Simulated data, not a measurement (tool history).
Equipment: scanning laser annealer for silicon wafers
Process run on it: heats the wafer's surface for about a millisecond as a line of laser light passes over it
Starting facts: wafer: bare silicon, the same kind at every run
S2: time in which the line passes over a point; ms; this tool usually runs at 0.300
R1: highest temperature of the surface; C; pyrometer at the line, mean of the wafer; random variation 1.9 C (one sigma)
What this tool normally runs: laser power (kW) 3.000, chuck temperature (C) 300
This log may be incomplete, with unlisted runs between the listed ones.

{"run": 1, "hour": 0.0, "laser power (kW)": 3.0, "S2": 0.3, "chuck temperature (C)": 300, "R1": 1091}
{"run": 2, "hour": 48.3, "laser power (kW)": 3.0, "S2": 0.3, "chuck temperature (C)": 300, "R1": 1091}
{"run": 3, "hour": 101.2, "laser power (kW)": 3.0, "S2": 0.3, "chuck temperature (C)": 300, "R1": 1091}
{"run": 4, "hour": 158.0, "laser power (kW)": 3.0, "S2": 0.3, "chuck temperature (C)": 300, "R1": 1090}
{"run": 5, "hour": 216.2, "laser power (kW)": 3.0, "S2": 0.3, "chuck temperature (C)": 300, "R1": 1084}
{"run": 6, "hour": 245.8, "laser power (kW)": 3.262, "S2": 0.3, "chuck temperature (C)": 300, "R1": 1170}
{"run": 7, "hour": 284.8, "laser power (kW)": 3.262, "S2": 0.3, "chuck temperature (C)": 300, "R1": 1169}
{"run": 8, "hour": 335.1, "laser power (kW)": 3.0, "S2": 0.3, "chuck temperature (C)": 324, "R1": 1103}
{"run": 9, "hour": 385.1, "laser power (kW)": 3.165, "S2": 0.309, "chuck temperature (C)": 306, "R1": 1149}
{"run": 10, "hour": 441.9, "laser power (kW)": 2.962, "S2": 0.348, "chuck temperature (C)": 306, "R1": 1123}
{"run": 11, "hour": 493.8, "laser power (kW)": 2.962, "S2": 0.348, "chuck temperature (C)": 306, "R1": 1123}
{"run": 12, "hour": 521.5, "laser power (kW)": 3.291, "S2": 0.324, "chuck temperature (C)": 322, "R1": 1222}
{"run": 13, "hour": 566.3, "laser power (kW)": 3.291, "S2": 0.324, "chuck temperature (C)": 322, "R1": 1217}
{"run": 14, "hour": 619.3, "laser power (kW)": 2.65, "S2": 0.236, "chuck temperature (C)": 333, "R1": 918}
{"run": 15, "hour": 649.1, "laser power (kW)": 3.267, "S2": 0.349, "chuck temperature (C)": 293, "R1": 1209}

Estimate the outcome of run 16 from the log above:
{"hour": 661.6, "done": "window over the wafer cleaned"}
{"run": 16, "hour": 690.6, "laser power (kW)": 2.757, "S2": 0.375, "chuck temperature (C)": 306, "R1": "?"}

R1: 1108 C
If the tool had no hidden condition, the same run with the same run-to-run variation would have returned R1 1113 C.
